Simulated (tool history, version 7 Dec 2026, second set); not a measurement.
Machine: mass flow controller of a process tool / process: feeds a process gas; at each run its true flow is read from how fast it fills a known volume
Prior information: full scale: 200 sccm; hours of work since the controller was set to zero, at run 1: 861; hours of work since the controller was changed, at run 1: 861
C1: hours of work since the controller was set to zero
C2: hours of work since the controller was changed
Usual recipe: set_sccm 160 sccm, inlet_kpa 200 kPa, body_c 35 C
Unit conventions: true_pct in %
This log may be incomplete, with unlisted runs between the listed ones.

run 1 day=0 | set_sccm=160 inlet_kpa=200 body_c=35 | C1=861 C2=861 | true_pct=100.2
run 2 day=2.838 | set_sccm=160 inlet_kpa=200 body_c=35 | C1=882 C2=882 | true_pct=100.18
run 3 day=5.342 | set_sccm=160 inlet_kpa=200 body_c=35 | C1=901 C2=901 | true_pct=100.05
run 4 day=7.7 | set_sccm=160 inlet_kpa=200 body_c=28 | C1=918 C2=918 | true_pct=99.95
run 5 day=10.462 | set_sccm=160 inlet_kpa=200 body_c=28 | C1=939 C2=939 | true_pct=99.96
run 6 day=12.625 | set_sccm=160 inlet_kpa=200 body_c=28 | C1=955 C2=955 | true_pct=99.93
run 7 day=14.892 | set_sccm=160 inlet_kpa=200 body_c=35 | C1=972 C2=972 | true_pct=100.14
run 8 day=17.7 | set_sccm=160 inlet_kpa=200 body_c=35 | C1=993 C2=993 | true_pct=100.07
run 9 day=19.592 | set_sccm=160 inlet_kpa=200 body_c=35 | C1=1007 C2=1007 | true_pct=100.12
run 10 day=22.9 | set_sccm=160 inlet_kpa=200 body_c=35 | C1=1032 C2=1032 | true_pct=100.15
run 11 day=26.542 | set_sccm=160 inlet_kpa=200 body_c=35 | C1=1059 C2=1059 | true_pct=100.16
run 12 day=30.538 | set_sccm=160 inlet_kpa=200 body_c=35 | C1=1089 C2=1089 | true_pct=100.14
run 13 day=33.275 | set_sccm=160 inlet_kpa=214 body_c=35 | C1=1109 C2=1109 | true_pct=99.95
run 14 day=37.117 | set_sccm=160 inlet_kpa=214 body_c=35 | C1=1138 C2=1138 | true_pct=100.04
run 15 day=41.158 | set_sccm=160 inlet_kpa=214 body_c=35 | C1=1168 C2=1168 | true_pct=100.02
run 16 day=43.3 | set_sccm=160 inlet_kpa=201 body_c=35 | C1=1184 C2=1184 | true_pct=100.16
-- day=43.492 controller's zero set anew
run 17 day=45.75 | set_sccm=160 inlet_kpa=201 body_c=35 | C1=17 C2=1202 | true_pct=99.96
run 18 day=49.492 | set_sccm=160 inlet_kpa=201 body_c=35 | C1=45 C2=1230 | true_pct=99.94
run 19 day=51.338 | set_sccm=34 inlet_kpa=200 body_c=28 | C1=58 C2=1244 | true_pct=97.86
run 20 day=54.579 | set_sccm=34 inlet_kpa=200 body_c=28 | C1=83 C2=1268 | true_pct=97.76
run 21 day=57.112 | set_sccm=108 inlet_kpa=207 body_c=34 | C1=102 C2=1287 | true_pct=99.71
run 22 day=59.883 | set_sccm=108 inlet_kpa=207 body_c=34 | C1=122 C2=1307 | true_pct=99.6
run 23 day=63.121 | set_sccm=115 inlet_kpa=160 body_c=29 | C1=146 C2=1331 | true_pct=99.74
-- day=66.392 controller's zero set anew, once more
run 24 day=66.925 | set_sccm=34 inlet_kpa=250 body_c=29 | C1=4 C2=1360 | true_pct=99.51
run 25 day=69.742 | set_sccm=160 inlet_kpa=183 body_c=23 | C1=25 C2=1381 | true_pct=100.23
run 26 day=73.154 | set_sccm=141 inlet_kpa=189 body_c=21 | C1=50 C2=1406 | true_pct=100.02
run 27 day=75.758 | set_sccm=35 inlet_kpa=200 body_c=35 | C1=70 C2=1426 | true_pct=100.08
run 28 day=79.417 | set_sccm=35 inlet_kpa=267 body_c=20 | C1=97 C2=1453 | true_pct=99.06
run 29 day=82.958 | set_sccm=138 inlet_kpa=267 body_c=20 | C1=123 C2=1479 | true_pct=99.6
run 30 day=86.862 | set_sccm=85 inlet_kpa=144 body_c=35 | C1=153 C2=1508 | true_pct=100.62
run 31 day=89.162 | set_sccm=85 inlet_kpa=144 body_c=35 | C1=170 C2=1525 | true_pct=100.62
run 32 day=91.342 | set_sccm=160 inlet_kpa=200 body_c=30 | C1=186 C2=1542 | true_pct=100.37
run 33 day=93.033 | set_sccm=65 inlet_kpa=156 body_c=27 | C1=199 C2=1554 | true_pct=100.16
run 34 day=96.196 | set_sccm=53 inlet_kpa=217 body_c=35 | C1=222 C2=1578 | true_pct=99.81

Hidden condition of the tool, last listed run before each entry between runs versus first listed run after:
Logged between run 16 and run 17: controller's zero set anew (day 43.492)
  flow at rest that the sensor doesn't see, % of full scale: -0.267 -> -0.34
  what was measured, less what the result would be without the hidden state, true_pct: +0 -> -0.09 %
Logged between run 23 and run 24: controller's zero set anew, once more (day 66.392)
  flow at rest that the sensor doesn't see, % of full scale: -0.369 -> -0.011; true flow over the shown one, %: 0.37 -> 0.38
  what was measured, less what the result would be without the hidden state, true_pct: -0.27 -> +0.31 %
